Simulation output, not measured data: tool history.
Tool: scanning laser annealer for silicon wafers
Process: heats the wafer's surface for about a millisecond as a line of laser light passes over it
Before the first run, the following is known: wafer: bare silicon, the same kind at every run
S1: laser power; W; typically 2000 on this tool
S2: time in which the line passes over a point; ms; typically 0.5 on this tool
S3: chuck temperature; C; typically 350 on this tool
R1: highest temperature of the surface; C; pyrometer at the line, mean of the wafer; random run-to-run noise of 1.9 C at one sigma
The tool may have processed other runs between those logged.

Run 1, hour 0: usual settings. Result: R1 1151 C.
Run 2, hour 20.9: usual settings but S1 1903 W. Result: R1 1110 C.
Run 3, hour 52.2: usual settings but S1 1903 W. Result: R1 1109 C.
Run 4, hour 73.7: usual settings but S1 1962 W. Result: R1 1133 C.
Run 5, hour 115.8: usual settings but S2 0.462 ms. Result: R1 1117 C.
Run 6, hour 156.6: usual settings but S2 0.462 ms. Result: R1 1115 C.
Run 7, hour 191.4: usual settings but S2 0.462 ms. Result: R1 1113 C.
Run 8, hour 211.8: usual settings. Result: R1 1141 C.
Run 9, hour 252.4: usual settings but S2 0.48 ms. Result: R1 1126 C.
Run 10, hour 279.8: usual settings but S2 0.48 ms. Result: R1 1126 C.
Run 11, hour 306.9: usual settings but S2 0.615 ms, S3 311 C. Result: R1 1179 C.
Run 12, hour 340.5: usual settings but S2 0.615 ms, S3 311 C. Result: R1 1180 C.
Run 13, hour 381.1: usual settings but S2 0.615 ms, S3 311 C. Result: R1 1182 C.
Run 14, hour 403.3: usual settings but S2 0.615 ms, S3 311 C. Result: R1 1181 C.
Run 15, hour 449.3: usual settings but S2 0.615 ms, S3 311 C. Result: R1 1175 C.
Run 16, hour 494.3: usual settings but S1 1899 W, S2 0.615 ms, S3 365 C. Result: R1 1187 C.
Run 17, hour 533.3: usual settings but S1 1775 W, S2 0.428 ms. Result: R1 1002 C.
Run 18, hour 556.6: usual settings but S1 1775 W, S2 0.428 ms. Result: R1 1002 C.
Run 19, hour 596.1: usual settings but S1 1901 W, S2 0.461 ms, S3 318 C. Result: R1 1037 C.
Run 20, hour 618.3: usual settings but S2 0.435 ms, S3 377 C. Result: R1 1113 C.

Hidden state or all else? Some run-to-run changes of R1, split into what the settings, what came in and random variation would give without the hidden state, and what is left for the hidden state (with any gauge scatter that isn't in both results):
Unlogged tool condition in this case: light that passes the window, % of a clean one's; laser's true power over the reading, %; width of the line over the set one, %; drift of the gauge itself on peak_c, C.
Run 10 -> 11: S2 0.48 -> 0.615, S3 350 -> 311. R1 +53 C: hidden state -3, all else +56.
Run 16 -> 17: S1 1899 -> 1775, S2 0.615 -> 0.428, S3 365 -> 350. R1 -185 C: hidden state +3, all else -188.
Run 19 -> 20: S1 1901 -> 2000, S2 0.461 -> 0.435, S3 318 -> 377. R1 +76 C: hidden state -1, all else +77.

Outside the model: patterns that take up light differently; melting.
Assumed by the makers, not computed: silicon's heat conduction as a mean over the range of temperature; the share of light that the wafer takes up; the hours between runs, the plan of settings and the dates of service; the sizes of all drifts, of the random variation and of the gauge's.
